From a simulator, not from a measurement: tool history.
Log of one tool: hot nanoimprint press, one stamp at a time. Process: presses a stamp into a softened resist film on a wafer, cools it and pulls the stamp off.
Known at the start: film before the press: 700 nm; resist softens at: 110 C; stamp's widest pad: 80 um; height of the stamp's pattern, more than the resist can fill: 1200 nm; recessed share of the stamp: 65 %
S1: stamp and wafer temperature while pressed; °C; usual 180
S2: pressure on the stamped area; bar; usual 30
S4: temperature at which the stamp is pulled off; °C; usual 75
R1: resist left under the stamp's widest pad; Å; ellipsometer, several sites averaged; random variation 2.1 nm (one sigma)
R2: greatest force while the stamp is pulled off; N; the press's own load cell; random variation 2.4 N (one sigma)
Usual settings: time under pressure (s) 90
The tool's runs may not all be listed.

{"run": 1, "hour": 0.0, "S1": 180, "S2": 30, "time under pressure (s)": 90, "S4": 75, "R1": 3361, "R2": 125}
{"run": 2, "hour": 22.0, "S1": 180, "S2": 30, "time under pressure (s)": 90, "S4": 75, "R1": 3326, "R2": 123}
{"run": 3, "hour": 45.2, "S1": 180, "S2": 30, "time under pressure (s)": 90, "S4": 75, "R1": 3315, "R2": 127}
{"run": 4, "hour": 62.1, "S1": 175, "S2": 30, "time under pressure (s)": 90, "S4": 75, "R1": 4100, "R2": 132}
{"run": 5, "hour": 80.2, "S1": 180, "S2": 30, "time under pressure (s)": 90, "S4": 75, "R1": 3327, "R2": 131}
{"run": 6, "hour": 91.9, "S1": 180, "S2": 30, "time under pressure (s)": 90, "S4": 75, "R1": 3324, "R2": 130}
{"run": 7, "hour": 106.9, "S1": 180, "S2": 20.2, "time under pressure (s)": 90, "S4": 75, "R1": 3938, "R2": 133}
{"run": 8, "hour": 118.0, "S1": 182, "S2": 30, "time under pressure (s)": 90, "S4": 75, "R1": 3010, "R2": 125}
{"run": 9, "hour": 131.5, "S1": 182, "S2": 30, "time under pressure (s)": 90, "S4": 75, "R1": 3009, "R2": 131}
{"run": 10, "hour": 148.9, "S1": 182, "S2": 30, "time under pressure (s)": 90, "S4": 75, "R1": 2990, "R2": 134}
{"run": 11, "hour": 162.8, "S1": 182, "S2": 30, "time under pressure (s)": 90, "S4": 75, "R1": 2980, "R2": 128}
{"run": 12, "hour": 175.8, "S1": 182, "S2": 30, "time under pressure (s)": 90, "S4": 75, "R1": 2963, "R2": 133}
{"run": 13, "hour": 198.5, "S1": 177, "S2": 44.6, "time under pressure (s)": 90, "S4": 82, "R1": 3075, "R2": 122}
{"run": 14, "hour": 211.0, "S1": 177, "S2": 41, "time under pressure (s)": 90, "S4": 67, "R1": 3232, "R2": 151}
{"run": 15, "hour": 228.8, "S1": 177, "S2": 22, "time under pressure (s)": 90, "S4": 80, "R1": 4221, "R2": 124}
{"run": 16, "hour": 240.7, "S1": 177, "S2": 22, "time under pressure (s)": 90, "S4": 80, "R1": 4237, "R2": 120}
{"run": 17, "hour": 263.0, "S1": 177, "S2": 22, "time under pressure (s)": 90, "S4": 80, "R1": 4222, "R2": 129}
{"run": 18, "hour": 281.8, "S1": 177, "S2": 21.1, "time under pressure (s)": 104, "S4": 80, "R1": 4053, "R2": 127}

5 ways to go on from here, each from the tool as it stands after run 18. What would each give?
{"run": "A", "hour": 294.4, "S1": 187, "S2": 21.1, "time under pressure (s)": 104, "S4": 74, "R1": "?", "R2": "?"}
{"run": "B", "hour": 294.4, "S1": 180, "S2": 35.5, "time under pressure (s)": 90, "S4": 81, "R1": "?", "R2": "?"}
{"run": "C", "hour": 294.4, "S1": 184, "S2": 36, "time under pressure (s)": 90, "S4": 66, "R1": "?", "R2": "?"}
{"run": "D", "hour": 294.4, "S1": 176, "S2": 31.3, "time under pressure (s)": 67, "S4": 80, "R1": "?", "R2": "?"}
{"run": "E", "hour": 294.4, "S1": 188, "S2": 21.1, "time under pressure (s)": 104, "S4": 80, "R1": "?", "R2": "?"}

run=A R1=2657 R2=146
run=B R1=2978 R2=120
run=C R1=2445 R2=165
run=D R1=4114 R2=122
run=E R1=2505 R2=123
Without the tool's hidden state the same runs would have given:
run=A R1=2765 R2=113
run=B R1=3086 R2=93
run=C R1=2530 R2=128
run=D R1=4251 R2=95
run=E R1=2606 R2=95
